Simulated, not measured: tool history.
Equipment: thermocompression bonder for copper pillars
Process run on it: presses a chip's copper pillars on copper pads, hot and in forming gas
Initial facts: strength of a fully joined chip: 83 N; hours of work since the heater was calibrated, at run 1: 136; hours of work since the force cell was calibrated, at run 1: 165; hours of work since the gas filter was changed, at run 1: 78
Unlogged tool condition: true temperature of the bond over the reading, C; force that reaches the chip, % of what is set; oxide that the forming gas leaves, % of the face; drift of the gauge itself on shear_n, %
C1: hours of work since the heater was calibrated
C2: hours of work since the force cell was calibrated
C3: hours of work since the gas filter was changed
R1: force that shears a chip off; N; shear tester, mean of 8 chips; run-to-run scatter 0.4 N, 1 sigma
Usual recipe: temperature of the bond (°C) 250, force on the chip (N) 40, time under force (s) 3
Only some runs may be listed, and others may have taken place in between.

{"run": 1, "day": 0.0, "temperature of the bond (°C)": 250, "force on the chip (N)": 40, "time under force (s)": 3, "C1": 136, "C2": 165, "C3": 78, "R1": 48.2}
{"run": 2, "day": 1.362, "temperature of the bond (°C)": 250, "force on the chip (N)": 40, "time under force (s)": 3, "C1": 159, "C2": 187, "C3": 101, "R1": 46.6}
{"day": 2.296, "done": "forming gas filter changed"}
{"run": 3, "day": 3.879, "temperature of the bond (°C)": 250, "force on the chip (N)": 40, "time under force (s)": 3, "C1": 200, "C2": 228, "C3": 26, "R1": 48.6}
{"run": 4, "day": 5.996, "temperature of the bond (°C)": 250, "force on the chip (N)": 40, "time under force (s)": 5, "C1": 235, "C2": 263, "C3": 61, "R1": 54.5}
{"run": 5, "day": 8.592, "temperature of the bond (°C)": 250, "force on the chip (N)": 40, "time under force (s)": 5, "C1": 277, "C2": 306, "C3": 104, "R1": 53.7}
{"day": 9.338, "done": "forming gas filter changed"}
{"run": 6, "day": 10.925, "temperature of the bond (°C)": 250, "force on the chip (N)": 40, "time under force (s)": 5, "C1": 315, "C2": 344, "C3": 26, "R1": 55.1}
{"run": 7, "day": 13.471, "temperature of the bond (°C)": 250, "force on the chip (N)": 50, "time under force (s)": 3, "C1": 357, "C2": 386, "C3": 68, "R1": 50.5}
{"run": 8, "day": 14.796, "temperature of the bond (°C)": 250, "force on the chip (N)": 40, "time under force (s)": 3, "C1": 379, "C2": 407, "C3": 90, "R1": 46.4}
{"day": 16.396, "done": "forming gas filter changed"}
{"run": 9, "day": 16.521, "temperature of the bond (°C)": 250, "force on the chip (N)": 40, "time under force (s)": 3, "C1": 407, "C2": 435, "C3": 2, "R1": 46.7}
{"run": 10, "day": 18.5, "temperature of the bond (°C)": 250, "force on the chip (N)": 55, "time under force (s)": 3, "C1": 440, "C2": 468, "C3": 35, "R1": 52.8}
{"run": 11, "day": 21.054, "temperature of the bond (°C)": 250, "force on the chip (N)": 40, "time under force (s)": 3, "C1": 482, "C2": 510, "C3": 77, "R1": 45.1}
{"run": 12, "day": 22.221, "temperature of the bond (°C)": 250, "force on the chip (N)": 40, "time under force (s)": 3, "C1": 501, "C2": 529, "C3": 96, "R1": 44.5}
{"day": 23.467, "done": "forming gas filter changed"}
{"run": 13, "day": 24.196, "temperature of the bond (°C)": 250, "force on the chip (N)": 40, "time under force (s)": 3, "C1": 533, "C2": 561, "C3": 12, "R1": 45.7}
{"run": 14, "day": 25.417, "temperature of the bond (°C)": 250, "force on the chip (N)": 40, "time under force (s)": 3, "C1": 553, "C2": 581, "C3": 32, "R1": 45.9}
{"day": 25.612, "done": "heater calibrated with a thermocouple chip"}
{"run": 15, "day": 27.658, "temperature of the bond (°C)": 250, "force on the chip (N)": 40, "time under force (s)": 3, "C1": 34, "C2": 617, "C3": 68, "R1": 42.4}
{"run": 16, "day": 29.517, "temperature of the bond (°C)": 250, "force on the chip (N)": 40, "time under force (s)": 2, "C1": 64, "C2": 648, "C3": 98, "R1": 36.0}
{"day": 30.617, "done": "forming gas filter changed"}
{"run": 17, "day": 31.329, "temperature of the bond (°C)": 250, "force on the chip (N)": 40, "time under force (s)": 2, "C1": 94, "C2": 677, "C3": 12, "R1": 38.1}
{"run": 18, "day": 32.454, "temperature of the bond (°C)": 250, "force on the chip (N)": 40, "time under force (s)": 2, "C1": 112, "C2": 695, "C3": 30, "R1": 36.4}
{"run": 19, "day": 33.517, "temperature of the bond (°C)": 250, "force on the chip (N)": 40, "time under force (s)": 2, "C1": 130, "C2": 713, "C3": 48, "R1": 36.1}
{"run": 20, "day": 34.862, "temperature of the bond (°C)": 250, "force on the chip (N)": 40, "time under force (s)": 3, "C1": 152, "C2": 735, "C3": 70, "R1": 41.2}
{"run": 21, "day": 37.454, "temperature of the bond (°C)": 250, "force on the chip (N)": 59, "time under force (s)": 3, "C1": 194, "C2": 778, "C3": 113, "R1": 48.4}
{"day": 37.688, "done": "forming gas filter changed"}
{"run": 22, "day": 39.529, "temperature of the bond (°C)": 250, "force on the chip (N)": 41, "time under force (s)": 3, "C1": 228, "C2": 811, "C3": 30, "R1": 42.2}
{"day": 41.596, "done": "heater calibrated with a thermocouple chip, once more"}
{"run": 23, "day": 41.675, "temperature of the bond (°C)": 223, "force on the chip (N)": 39, "time under force (s)": 2, "C1": 1, "C2": 845, "C3": 64, "R1": 27.7}
{"run": 24, "day": 43.525, "temperature of the bond (°C)": 257, "force on the chip (N)": 33, "time under force (s)": 2, "C1": 32, "C2": 876, "C3": 95, "R1": 43.5}
{"day": 44.854, "done": "forming gas filter changed"}
{"run": 25, "day": 45.138, "temperature of the bond (°C)": 257, "force on the chip (N)": 33, "time under force (s)": 3, "C1": 58, "C2": 902, "C3": 5, "R1": 50.7}
{"run": 26, "day": 46.762, "temperature of the bond (°C)": 267, "force on the chip (N)": 40, "time under force (s)": 8, "C1": 85, "C2": 929, "C3": 31, "R1": 71.2}
{"run": 27, "day": 49.379, "temperature of the bond (°C)": 250, "force on the chip (N)": 30, "time under force (s)": 3, "C1": 128, "C2": 972, "C3": 74, "R1": 42.3}
{"run": 28, "day": 51.433, "temperature of the bond (°C)": 247, "force on the chip (N)": 40, "time under force (s)": 7, "C1": 161, "C2": 1006, "C3": 108, "R1": 57.6}
{"day": 51.938, "done": "forming gas filter changed"}
{"run": 29, "day": 54.042, "temperature of the bond (°C)": 247, "force on the chip (N)": 40, "time under force (s)": 7, "C1": 204, "C2": 1048, "C3": 35, "R1": 60.0}
{"run": 30, "day": 56.004, "temperature of the bond (°C)": 270, "force on the chip (N)": 40, "time under force (s)": 2, "C1": 236, "C2": 1080, "C3": 67, "R1": 53.9}
{"run": 31, "day": 58.475, "temperature of the bond (°C)": 270, "force on the chip (N)": 40, "time under force (s)": 2, "C1": 277, "C2": 1121, "C3": 108, "R1": 53.0}
{"day": 58.962, "done": "forming gas filter changed"}
{"run": 32, "day": 60.508, "temperature of the bond (°C)": 249, "force on the chip (N)": 41, "time under force (s)": 2, "C1": 310, "C2": 1154, "C3": 25, "R1": 42.7}
{"run": 33, "day": 62.812, "temperature of the bond (°C)": 242, "force on the chip (N)": 55, "time under force (s)": 2, "C1": 348, "C2": 1192, "C3": 63, "R1": 43.9}
{"run": 34, "day": 64.921, "temperature of the bond (°C)": 242, "force on the chip (N)": 55, "time under force (s)": 2, "C1": 383, "C2": 1227, "C3": 98, "R1": 42.3}
{"day": 66.038, "done": "forming gas filter changed"}
{"run": 35, "day": 66.188, "temperature of the bond (°C)": 247, "force on the chip (N)": 53, "time under force (s)": 7, "C1": 403, "C2": 1247, "C3": 2, "R1": 65.1}
{"run": 36, "day": 67.8, "temperature of the bond (°C)": 277, "force on the chip (N)": 40, "time under force (s)": 2, "C1": 430, "C2": 1274, "C3": 29, "R1": 58.6}
{"run": 37, "day": 69.396, "temperature of the bond (°C)": 250, "force on the chip (N)": 27, "time under force (s)": 3, "C1": 456, "C2": 1300, "C3": 55, "R1": 39.0}
{"run": 38, "day": 71.812, "temperature of the bond (°C)": 250, "force on the chip (N)": 53, "time under force (s)": 3, "C1": 496, "C2": 1340, "C3": 95, "R1": 53.0}
{"day": 72.992, "done": "forming gas filter changed"}
{"run": 39, "day": 73.054, "temperature of the bond (°C)": 260, "force on the chip (N)": 40, "time under force (s)": 7, "C1": 516, "C2": 1360, "C3": 1, "R1": 66.5}

3 options for the next run, each taken on its own from the tool as it stands now. Forecast them:
{"run": "A", "day": 74.5, "temperature of the bond (°C)": 250, "force on the chip (N)": 40, "time under force (s)": 8, "C1": 540, "C2": 1384, "C3": 25, "R1": "?"}
{"run": "B", "day": 74.5, "temperature of the bond (°C)": 246, "force on the chip (N)": 40, "time under force (s)": 2, "C1": 540, "C2": 1384, "C3": 25, "R1": "?"}
{"run": "C", "day": 74.5, "temperature of the bond (°C)": 250, "force on the chip (N)": 49, "time under force (s)": 3, "C1": 540, "C2": 1384, "C3": 25, "R1": "?"}

run=A R1=62.4
run=B R1=39.0
run=C R1=52.0
With no hidden state in the tool, these same runs would have given:
run=A R1=65.3
run=B R1=41.7
run=C R1=54.9

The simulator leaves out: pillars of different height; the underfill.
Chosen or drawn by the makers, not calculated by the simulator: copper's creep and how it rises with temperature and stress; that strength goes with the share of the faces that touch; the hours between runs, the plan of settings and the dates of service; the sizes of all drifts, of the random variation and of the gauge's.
